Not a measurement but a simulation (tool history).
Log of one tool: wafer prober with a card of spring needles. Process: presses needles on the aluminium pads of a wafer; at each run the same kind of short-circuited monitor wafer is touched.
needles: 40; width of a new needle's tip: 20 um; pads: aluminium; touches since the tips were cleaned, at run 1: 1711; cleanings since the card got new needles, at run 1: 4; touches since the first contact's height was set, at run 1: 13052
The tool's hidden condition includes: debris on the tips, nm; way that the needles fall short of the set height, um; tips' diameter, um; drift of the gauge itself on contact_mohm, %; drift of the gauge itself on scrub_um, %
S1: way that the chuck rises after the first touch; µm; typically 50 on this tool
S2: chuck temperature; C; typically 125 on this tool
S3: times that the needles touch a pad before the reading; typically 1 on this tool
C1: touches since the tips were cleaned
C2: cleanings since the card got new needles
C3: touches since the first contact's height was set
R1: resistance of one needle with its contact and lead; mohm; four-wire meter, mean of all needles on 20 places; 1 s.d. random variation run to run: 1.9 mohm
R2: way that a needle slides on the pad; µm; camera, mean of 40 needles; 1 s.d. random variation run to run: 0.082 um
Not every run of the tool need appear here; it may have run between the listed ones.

| run | hour | S1 | S2 | S3 | C1 | C2 | C3 | R1 | R2 |
|---|---|---|---|---|---|---|---|---|---|
| 1 | 0 | 50 | 125 | 1 | 1711 | 4 | 13052 | 239 | 13.68 |
|  | 4.5 | tips cleaned on abrasive film |
|  | 14.9 | tips cleaned on abrasive film |
| 2 | 18.1 | 50 | 125 | 1 | 875 | 6 | 17839 | 228 | 13.81 |
|  | 24.7 | tips cleaned on abrasive film |
|  | 35.3 | tips cleaned on abrasive film |
| 3 | 35.3 | 50 | 125 | 1 | 12 | 8 | 22364 | 206 | 13.67 |
|  | 45.4 | tips cleaned on abrasive film |
| 4 | 50.5 | 50 | 125 | 1 | 1377 | 9 | 26399 | 235 | 13.75 |
|  | 56 | tips cleaned on abrasive film |
|  | 66.3 | tips cleaned on abrasive film |
| 5 | 69.8 | 50 | 26 | 1 | 927 | 11 | 31492 | 212 | 13.52 |
|  | 77.5 | tips cleaned on abrasive film |
|  | 88.9 | tips cleaned on abrasive film |
| 6 | 90.8 | 50 | 26 | 1 | 515 | 13 | 37052 | 203 | 13.45 |
|  | 100 | tips cleaned on abrasive film |
| 7 | 103.5 | 50 | 125 | 2 | 926 | 14 | 40401 | 220 | 13.51 |
|  | 109.8 | tips cleaned on abrasive film |
|  | 117.4 | tips cleaned on abrasive film, once more |
| 8 | 117.4 | 50 | 125 | 2 | 0 | 16 | 44063 | 200 | 13.59 |
|  | 127.7 | tips cleaned on abrasive film |
| 9 | 127.7 | 50 | 125 | 2 | 0 | 17 | 46789 | 202 | 13.46 |
|  | 138.2 | tips cleaned on abrasive film |
| 10 | 139.5 | 50 | 125 | 2 | 338 | 18 | 49899 | 210 | 13.49 |
|  | 149.2 | tips cleaned on abrasive film |
| 11 | 149.2 | 50 | 125 | 2 | 0 | 19 | 52454 | 205 | 13.37 |
|  | 159.4 | tips cleaned on abrasive film |
| 12 | 163.6 | 69 | 125 | 1 | 1121 | 20 | 56278 | 211 | 18.6 |
|  | 169.6 | tips cleaned on abrasive film |
| 13 | 175.1 | 50 | 125 | 3 | 1487 | 21 | 59326 | 215 | 13.37 |
|  | 181 | tips cleaned on abrasive film |
|  | 192 | tips cleaned on abrasive film |
| 14 | 194.8 | 50 | 125 | 3 | 760 | 23 | 64521 | 211 | 13.37 |
|  | 202.3 | tips cleaned on abrasive film |
| 15 | 204.4 | 50 | 125 | 3 | 567 | 24 | 67053 | 207 | 13.3 |
|  | 212 | tips cleaned on abrasive film |
| 16 | 213.8 | 50 | 125 | 3 | 462 | 25 | 69529 | 206 | 13.29 |
|  | 221.8 | tips cleaned on abrasive film |
|  | 223.2 | height of the first contact set anew |
| 17 | 231.6 | 65 | 59 | 1 | 2541 | 26 | 2245 | 219 | 18.01 |
|  | 232.6 | tips cleaned on abrasive film |
|  | 242.4 | tips cleaned on abrasive film |
| 18 | 246.3 | 36 | 125 | 2 | 1047 | 28 | 6111 | 246 | 9.86 |
|  | 252.5 | tips cleaned on abrasive film |
| 19 | 258.1 | 51 | 60 | 2 | 1506 | 29 | 9241 | 211 | 14.17 |
|  | 263.2 | tips cleaned on abrasive film |
|  | 273.3 | tips cleaned on abrasive film |
| 20 | 275.6 | 51 | 60 | 2 | 604 | 31 | 13842 | 197 | 14.03 |
|  | 283.1 | tips cleaned on abrasive film |
|  | 293.6 | tips cleaned on abrasive film |
| 21 | 294.7 | 51 | 60 | 2 | 283 | 33 | 18883 | 193 | 13.98 |
|  | 303.9 | tips cleaned on abrasive film |
| 22 | 304.6 | 51 | 60 | 2 | 200 | 34 | 21516 | 190 | 13.9 |
|  | 315.2 | tips cleaned on abrasive film |
| 23 | 323.7 | 38 | 92 | 1 | 2265 | 35 | 26565 | 297 | 10.25 |
|  | 325.2 | tips cleaned on abrasive film |
| 24 | 333.4 | 34 | 25 | 2 | 2202 | 36 | 29142 | 270 | 9.27 |
|  | 336.3 | tips cleaned on abrasive film |
| 25 | 343 | 34 | 25 | 2 | 1779 | 37 | 31676 | 258 | 9.21 |
|  | 347.9 | tips cleaned on abrasive film |
| 26 | 355.9 | 44 | 71 | 1 | 2116 | 38 | 35081 | 269 | 11.88 |
|  | 358.1 | tips cleaned on abrasive film |
| 27 | 366.4 | 68 | 71 | 3 | 2220 | 39 | 37859 | 196 | 18.55 |
|  | 369.5 | tips cleaned on abrasive film |
| 28 | 375.6 | 34 | 89 | 3 | 1635 | 40 | 40291 | 242 | 9.06 |
|  | 380.7 | tips cleaned on abrasive film |
|  | 390.7 | tips cleaned on abrasive film |
| 29 | 391.3 | 31 | 37 | 3 | 154 | 42 | 44417 | 200 | 8.29 |
|  | 401.6 | tips cleaned on abrasive film |
| 30 | 409.7 | 46 | 125 | 2 | 2152 | 43 | 49312 | 246 | 12.45 |
|  | 412.1 | tips cleaned on abrasive film |
|  | 422.6 | tips cleaned on abrasive film |
| 31 | 422.6 | 58 | 61 | 2 | 0 | 45 | 52710 | 186 | 15.57 |

Selected run-to-run steps in R1, each split into two signed amounts: the part the tool would show with no hidden state at all (from settings, incoming material and random variation), and the remainder, which goes to the hidden state together with any gauge scatter not common to the measured and the hidden-state-free results:
Run 22 -> 23: S1 51 -> 38, S2 60 -> 92, S3 2 -> 1, tips cleaned on abrasive film. R1 +107 mohm: hidden state +94, all else +13.
Run 26 -> 27: S1 44 -> 68, S3 1 -> 3, tips cleaned on abrasive film. R1 -73 mohm: hidden state -66, all else -7.
Run 30 -> 31: S1 46 -> 58, S2 125 -> 61, tips cleaned on abrasive film, tips cleaned on abrasive film. R1 -60 mohm: hidden state -41, all else -19.

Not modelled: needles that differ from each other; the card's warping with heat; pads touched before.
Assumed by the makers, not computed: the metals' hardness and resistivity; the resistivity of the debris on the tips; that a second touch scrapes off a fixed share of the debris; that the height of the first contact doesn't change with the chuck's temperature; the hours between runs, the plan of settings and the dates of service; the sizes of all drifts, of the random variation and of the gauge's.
